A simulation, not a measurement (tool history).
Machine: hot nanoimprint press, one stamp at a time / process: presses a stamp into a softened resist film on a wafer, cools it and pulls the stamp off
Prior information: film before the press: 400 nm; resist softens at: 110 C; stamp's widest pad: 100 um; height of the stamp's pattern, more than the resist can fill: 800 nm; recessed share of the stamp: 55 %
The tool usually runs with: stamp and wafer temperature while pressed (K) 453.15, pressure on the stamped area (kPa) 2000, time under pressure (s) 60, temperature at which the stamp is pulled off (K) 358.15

run     day  stamp and wafer temperature while pressed (K)  pressure on the stamped area (kPa)  time under pressure (s)  temperature at which the stamp is pulled off (K)  resist left under the stamp's widest pad (Å)  greatest force while the stamp is pulled off (N)
  1   0.000                                         453.15                                2000                       60                                            358.15                                          2029                                               104
  2   0.433                                         453.15                                2000                       60                                            345.15                                          2024                                               126
      0.962  -- plate thermocouple calibrated
  3   1.071                                         453.15                                2000                       74                                            358.15                                          1879                                                99
  4   1.754                                         453.15                                2000                       60                                            358.15                                          2038                                                99
  5   2.167                                         453.15                                2000                       60                                            348.15                                          2036                                               122
  6   2.721                                         453.15                                2000                       60                                            348.15                                          2037                                               120
  7   3.312                                         453.15                                2000                       60                                            348.15                                          2032                                               121
  8   3.900                                         453.15                                2000                       60                                            348.15                                          2045                                               122
  9   4.525                                         453.15                                2000                       60                                            348.15                                          2052                                               121
 10   5.388                                         453.15                                2000                       60                                            348.15                                          2047                                               120
 11   5.833                                         453.15                                2000                       60                                            358.15                                          2046                                               100
 12   6.625                                         445.15                                2000                       60                                            358.15                                          2835                                               102
 13   7.196                                         453.15                                2000                       60                                            358.15                                          2053                                               102
 14   7.900                                         453.15                                2000                       60                                            358.15                                          2051                                                98
 15   8.779                                         453.15                                2000                       60                                            358.15                                          2042                                               100
 16   9.229                                         454.15                                1310                       60                                            358.15                                          2296                                               102
 17   9.646                                         443.15                                2000                       60                                            364.15                                          3062                                                88
 18  10.300                                         465.15                                2000                       44                                            364.15                                          1361                                                89
 19  10.962                                         465.15                                2000                       44                                            364.15                                          1362                                                91
 20  11.775                                         465.15                                2000                       44                                            364.15                                          1372                                                89
     12.162  -- gauge calibrated
 21  12.454                                         465.15                                2000                       44                                            364.15                                          1350                                                88
 22  12.858                                         449.15                                2000                       60                                            358.15                                          2418                                               100
 23  13.371                                         449.15                                2000                       61                                            358.15                                          2413                                                99
 24  14.083                                         453.15                                2750                       60                                            354.15                                          1803                                               107
 25  14.475                                         458.15                                2000                       60                                            358.15                                          1622                                                99
 26  14.912                                         458.15                                2000                       60                                            358.15                                          1615                                                98
 27  15.533                                         451.15                                1240                       60                                            364.15                                          2591                                                87
     16.325  -- stamp cleaned and given a new release coat
 28  16.625                                         451.15                                1240                       60                                            364.15                                          2597                                                90
 29  17.400                                         451.15                                1240                       60                                            364.15                                          2598                                                90
 30  17.904                                         456.15                                2000                       60                                            364.15                                          1788                                                91

Per-run results on a tool with no hidden state, each run keeping its own random variation:
The tool's hidden condition here consists of: true temperature over the reading, C; pressure that arrives at the usual setting, %; grip of the stamp's worn release coat, % over a new coat's; drift of the gauge itself on residual_nm, %; drift of the gauge itself on pull_off_n, %.
run  resist left under the stamp's widest pad (Å)
  1                                          2028
  2                                          2022
  3                                          1876
  4                                          2033
  5                                          2029
  6                                          2029
  7                                          2023
  8                                          2034
  9                                          2038
 10                                          2031
 11                                          2028
 12                                          2807
 13                                          2031
 14                                          2027
 15                                          2015
 16                                          2264
 17                                          3018
 18                                          1340
 19                                          1339
 20                                          1348
 21                                          1349
 22                                          2415
 23                                          2409
 24                                          1798
 25                                          1616
 26                                          1608
 27                                          2578
 28                                          2580
 29                                          2578
 30                                          1773
greatest force while the stamp is pulled off (N) without the hidden state stays within 1 of what was measured, in all runs.
